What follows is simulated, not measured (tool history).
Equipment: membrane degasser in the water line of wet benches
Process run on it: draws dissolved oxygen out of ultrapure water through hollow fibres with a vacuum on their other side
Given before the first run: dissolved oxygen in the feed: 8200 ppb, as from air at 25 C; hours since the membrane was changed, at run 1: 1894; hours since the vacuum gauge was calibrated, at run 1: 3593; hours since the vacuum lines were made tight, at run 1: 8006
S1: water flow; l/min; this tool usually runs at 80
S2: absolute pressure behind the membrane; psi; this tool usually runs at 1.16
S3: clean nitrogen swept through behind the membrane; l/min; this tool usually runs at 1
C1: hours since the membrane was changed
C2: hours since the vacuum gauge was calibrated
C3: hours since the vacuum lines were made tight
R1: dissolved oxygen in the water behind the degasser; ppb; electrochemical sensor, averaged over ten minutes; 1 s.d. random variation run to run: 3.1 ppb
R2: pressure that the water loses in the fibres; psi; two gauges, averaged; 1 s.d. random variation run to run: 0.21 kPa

run 1 hour=0 | S1=80 S2=1.16 S3=1 | C1=1894 C2=3593 C3=8006 | R1=634.8 R2=7.002
run 2 hour=95.2 | S1=75 S2=1.16 S3=1 | C1=1989 C2=3688 C3=8102 | R1=608 R2=6.592
run 3 hour=199.2 | S1=80 S2=1.16 S3=1 | C1=2093 C2=3792 C3=8206 | R1=635.6 R2=6.976
run 4 hour=257.7 | S1=80 S2=1.16 S3=1 | C1=2152 C2=3851 C3=8264 | R1=637.5 R2=6.959
run 5 hour=328.8 | S1=80 S2=1.16 S3=1 | C1=2223 C2=3922 C3=8335 | R1=631.6 R2=7.043
run 6 hour=413.9 | S1=80 S2=1.16 S3=2.96 | C1=2308 C2=4007 C3=8420 | R1=291.1 R2=6.972
run 7 hour=498.5 | S1=89 S2=1.16 S3=1 | C1=2392 C2=4092 C3=8505 | R1=683.1 R2=7.726
run 8 hour=613.3 | S1=80 S2=1.16 S3=1 | C1=2507 C2=4207 C3=8620 | R1=636.6 R2=6.992
run 9 hour=725.9 | S1=80 S2=1.16 S3=1 | C1=2620 C2=4319 C3=8732 | R1=633.4 R2=6.979
run 10 hour=798.7 | S1=87 S2=1.4 S3=0.55 | C1=2693 C2=4392 C3=8805 | R1=1215.5 R2=7.643
run 11 hour=887.3 | S1=80 S2=1.16 S3=0.74 | C1=2781 C2=4481 C3=8894 | R1=766.1 R2=7.018
run 12 hour=977 | S1=104 S2=0.831 S3=2.17 | C1=2871 C2=4570 C3=8983 | R1=269 R2=9.137
run 13 hour=1089.4 | S1=104 S2=0.831 S3=2.17 | C1=2983 C2=4683 C3=9096 | R1=266.5 R2=9.104
-- hour=1110.4 seals of the vacuum lines changed
run 14 hour=1147.6 | S1=104 S2=0.831 S3=2.17 | C1=3040 C2=4739 C3=37 | R1=268.1 R2=9.129
run 15 hour=1212.6 | S1=104 S2=0.831 S3=2.17 | C1=3105 C2=4804 C3=102 | R1=268.9 R2=9.134
run 16 hour=1323.3 | S1=104 S2=0.831 S3=2.17 | C1=3215 C2=4915 C3=213 | R1=271.8 R2=9.169

Each row is a separate what-if for the run after 16, all from the same tool condition, not one after another. Results?
run A hour=1389.8 | S1=57 S2=1.16 S3=0.68 | C1=3282 C2=4981 C3=279 | R1=? R2=?
run B hour=1389.8 | S1=80 S2=2.157 S3=1 | C1=3282 C2=4981 C3=279 | R1=? R2=?
run C hour=1389.8 | S1=93 S2=1.453 S3=0.63 | C1=3282 C2=4981 C3=279 | R1=? R2=?
run D hour=1389.8 | S1=79 S2=1.888 S3=0.6 | C1=3282 C2=4981 C3=279 | R1=? R2=?
run E hour=1389.8 | S1=60 S2=0.763 S3=1.21 | C1=3282 C2=4981 C3=279 | R1=? R2=?

run=A R1=662.1 R2=5.004
run=B R1=1402 R2=6.946
run=C R1=1252.1 R2=8.203
run=D R1=1615.6 R2=6.968
run=E R1=221 R2=5.288
Stripped of hidden state, with their random variation kept, the same runs would have yielded:
run=A R1=628.3 R2=4.936
run=B R1=1373.7 R2=6.85
run=C R1=1207.9 R2=8.092
run=D R1=1577.2 R2=6.873
run=E R1=195.5 R2=5.216
